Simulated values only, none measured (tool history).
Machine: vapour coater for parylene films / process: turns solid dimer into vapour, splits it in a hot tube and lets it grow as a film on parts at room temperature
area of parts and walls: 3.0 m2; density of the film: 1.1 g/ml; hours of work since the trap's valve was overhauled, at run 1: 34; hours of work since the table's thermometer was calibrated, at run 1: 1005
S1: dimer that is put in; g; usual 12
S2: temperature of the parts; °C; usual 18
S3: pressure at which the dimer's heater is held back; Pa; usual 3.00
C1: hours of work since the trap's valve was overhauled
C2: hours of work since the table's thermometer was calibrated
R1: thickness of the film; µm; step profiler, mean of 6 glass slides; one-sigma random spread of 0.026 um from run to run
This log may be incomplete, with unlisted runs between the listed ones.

run     day  S1  S2     S3   C1    C2    R1
  1   0.000  12  18   3.00   34  1005  2.26
  2   0.892  12  18   3.00   52  1023  2.22
  3   2.508  12  19   3.00   85  1056  2.09
  4   3.571  12  19   3.00  106  1077  1.99
  5   5.062  12  19   3.00  137  1108  2.00
  6   6.738  12  19   3.00  170  1141  1.95
  7   8.338  12  22   3.00  203  1174  1.70
      8.804  -- trap's valve overhauled
  8   9.571  12  22   3.00   16  1195  1.91
  9  11.033  12  22   3.00   45  1225  1.89
 10  12.029  12  22   3.00   65  1245  1.87
 11  12.842  12  22   3.00   82  1261  1.81
     13.417  -- table's thermometer calibrated
 12  14.292  12  22   3.00  110    18  1.71
 13  15.450  12  18   3.00  133    41  2.00
 14  17.088  12  18   7.47  166    74  1.56
 15  18.388  12  26   7.47  193   100  1.12
     19.325  -- trap's valve overhauled
 16  20.108  14  18   3.00   16   132  2.48
 17  21.375  12  17   5.57   41   157  1.93
 18  22.633   8  20   5.31   67   183  1.11
 19  24.058   8  20   5.31   96   212  1.11
 20  25.692  18  16   5.71  129   245  2.85
 21  26.642  15  18   2.07  148   264  2.74
 22  27.496  15  18   2.07  165   281  2.67
 23  29.183   8  28   2.86  199   315  0.83
     29.779  -- trap's valve overhauled
 24  30.096  12  11   2.33    6   330  3.15
 25  31.379  12  21   2.10   32   356  2.05
 26  32.588  22  26   9.86   57   380  2.10
 27  33.492  22  26   9.86   75   399  2.12
 28  34.388  18  18   2.51   93   417  3.23
 29  35.858  20  18   3.36  123   447  3.39
 30  36.654  20  18  11.10  139   463  2.60
 31  38.175  21  18   4.11  170   493  3.28

Here are 5 independent what-if runs from the current tool condition. What would each one return?
  A  39.617  21  18   2.01  199  522   ?
  B  39.617   6  18  10.48  199  522   ?
  C  39.617  13  17   5.53  199  522   ?
  D  39.617   6  18   3.00  199  522   ?
  E  39.617  15  18   3.65  199  522   ?

run    R1
  A  3.79
  B  0.76
  C  1.97
  D  1.00
  E  2.32
Had the tool no hidden state, the same runs would have come out as:
run    R1
  A  4.17
  B  0.84
  C  2.17
  D  1.09
  E  2.55
